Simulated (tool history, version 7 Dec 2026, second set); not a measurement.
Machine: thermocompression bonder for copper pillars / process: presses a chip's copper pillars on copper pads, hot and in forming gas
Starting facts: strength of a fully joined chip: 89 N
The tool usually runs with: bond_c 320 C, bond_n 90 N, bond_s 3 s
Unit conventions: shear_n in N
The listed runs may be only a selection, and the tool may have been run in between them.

Run 1, hour 0: usual settings. Result: shear_n 42.4 N.
Run 2, hour 59.8: usual settings. Result: shear_n 42.2 N.
Run 3, hour 96.5: usual settings. Result: shear_n 41 N.
Run 4, hour 145.8: usual settings but bond_n 92 N. Result: shear_n 42.4 N.
Run 5, hour 172.9: usual settings but bond_n 91 N. Result: shear_n 41.6 N.
At hour 184.4: forming gas filter changed.
Run 6, hour 199.6: usual settings but bond_n 91 N. Result: shear_n 43.2 N.
Run 7, hour 228.9: usual settings but bond_n 91 N. Result: shear_n 44.6 N.
Run 8, hour 259.6: usual settings but bond_n 91 N. Result: shear_n 44.7 N.
Run 9, hour 305.9: usual settings but bond_n 91 N. Result: shear_n 43.5 N.
Run 10, hour 353.8: usual settings but bond_c 336 C, bond_n 94 N, bond_s 2 s. Result: shear_n 44.8 N.
Run 11, hour 408.1: usual settings but bond_c 306 C, bond_n 94 N, bond_s 2 s. Result: shear_n 31.9 N.
Run 12, hour 441.5: usual settings but bond_c 306 C, bond_n 94 N, bond_s 2 s. Result: shear_n 31.7 N.
Run 13, hour 502: usual settings but bond_c 301 C, bond_n 84 N. Result: shear_n 32.9 N.
At hour 507.9: force cell calibrated.
Run 14, hour 567.2: usual settings but bond_c 301 C, bond_n 84 N. Result: shear_n 33.5 N.
Run 15, hour 602: usual settings but bond_c 301 C, bond_n 84 N. Result: shear_n 32 N.
Run 16, hour 653.2: usual settings but bond_c 317 C, bond_n 105 N, bond_s 5 s. Result: shear_n 50.6 N.
Run 17, hour 685.5: usual settings but bond_c 312 C, bond_n 107 N. Result: shear_n 40.6 N.
Run 18, hour 711.8: usual settings but bond_n 106 N. Result: shear_n 43.2 N.

Consider 4 possible next runs. They are alternatives, not a sequence: every one starts from the tool as it was left by run 18. What does each give?
Run A, hour 762.3: usual settings but bond_s 2 s. Result: shear_n ?.
Run B, hour 762.3: usual settings but bond_c 321 C, bond_n 104 N, bond_s 4 s. Result: shear_n ?.
Run C, hour 762.3: usual settings but bond_c 340 C, bond_n 59 N, bond_s 2 s. Result: shear_n ?.
Run D, hour 762.3: usual settings but bond_n 121 N, bond_s 2 s. Result: shear_n ?.

run  shear_n
  A     35.5
  B       48
  C     36.2
  D     39.3
With no hidden state in the tool, these same runs would have given:
run  shear_n
  A       40
  B     53.4
  C     40.5
  D     44.2
